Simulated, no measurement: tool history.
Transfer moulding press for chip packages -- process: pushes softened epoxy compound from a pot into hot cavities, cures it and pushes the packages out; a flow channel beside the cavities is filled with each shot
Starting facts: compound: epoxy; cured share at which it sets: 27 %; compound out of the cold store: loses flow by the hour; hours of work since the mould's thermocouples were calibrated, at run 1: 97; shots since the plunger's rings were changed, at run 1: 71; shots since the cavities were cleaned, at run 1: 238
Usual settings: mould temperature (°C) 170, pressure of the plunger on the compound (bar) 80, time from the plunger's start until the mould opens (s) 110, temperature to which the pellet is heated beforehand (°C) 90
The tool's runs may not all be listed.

run  hour  mould temperature (°C)  pressure of the plunger on the compound (bar)  time from the plunger's start until the mould opens (s)  temperature to which the pellet is heated beforehand (°C)  hours of work since the mould's thermocouples were calibrated  shots since the plunger's rings were changed  shots since the cavities were cleaned  incoming compound's hours out of the cold store  length that the compound runs in the flow channel (mm)  greatest force on the pins that push the packages out (N)
  1     0                     170                                             80                                                      110                                                         90                                                             97                                            71                                    238                                             39.5                                                     474                                                        617
  2   4.2                     170                                             80                                                      110                                                         95                                                            100                                           118                                    285                                             20.7                                                     542                                                        672
  3  13.4                     167                                             80                                                      110                                                         90                                                            106                                           221                                    388                                              9.9                                                     593                                                        816
  4  20.3                     167                                             80                                                      110                                                         90                                                            111                                           299                                    466                                             21.3                                                     544                                                        836
  5  26.4                     167                                             80                                                      110                                                         90                                                            115                                           368                                    535                                             21.8                                                     542                                                        864
  6    33                     167                                             80                                                      110                                                         90                                                            119                                           442                                    609                                             36.1                                                     491                                                        854
  7  39.1                     172                                             80                                                      119                                                         90                                                            123                                           510                                    677                                               32                                                     494                                                        701
  8  44.7                     171                                             80                                                      119                                                         90                                                            127                                           573                                    740                                             29.6                                                     503                                                        730
  9  53.6                     171                                             80                                                      119                                                         90                                                            133                                           672                                    839                                               14                                                     562                                                        750
 10  59.1                     173                                           87.9                                                      134                                                         99                                                            137                                           735                                    902                                             37.8                                                     493                                                        746
 11  67.6                     173                                           97.5                                                       91                                                         96                                                            143                                           830                                    997                                             43.4                                                     494                                                        884

For some of the steps in length that the compound runs in the flow channel (mm) from one run to the next: how much would appear even if the tool had no hidden state, given the settings, what came in and random variation, and how much remains for the hidden state plus any gauge scatter that the measured result and the result without hidden state don't share?
Hidden state present: true mould temperature over the reading, C; pressure that reaches the compound, % of what is set; grip of the stained cavities, % over clean ones'; drift of the gauge itself on flow_mm, %; drift of the gauge itself on push_out_n, %.
Run 2 -> 3: mould temperature (°C) 170 -> 167, temperature to which the pellet is heated beforehand (°C) 95 -> 90. length that the compound runs in the flow channel (mm) +51: hidden state -1, all else +52.
Run 9 -> 10: mould temperature (°C) 171 -> 173, pressure of the plunger on the compound (bar) 80 -> 87.9, time from the plunger's start until the mould opens (s) 119 -> 134, temperature to which the pellet is heated beforehand (°C) 90 -> 99. length that the compound runs in the flow channel (mm) -69: hidden state +0, all else -69.
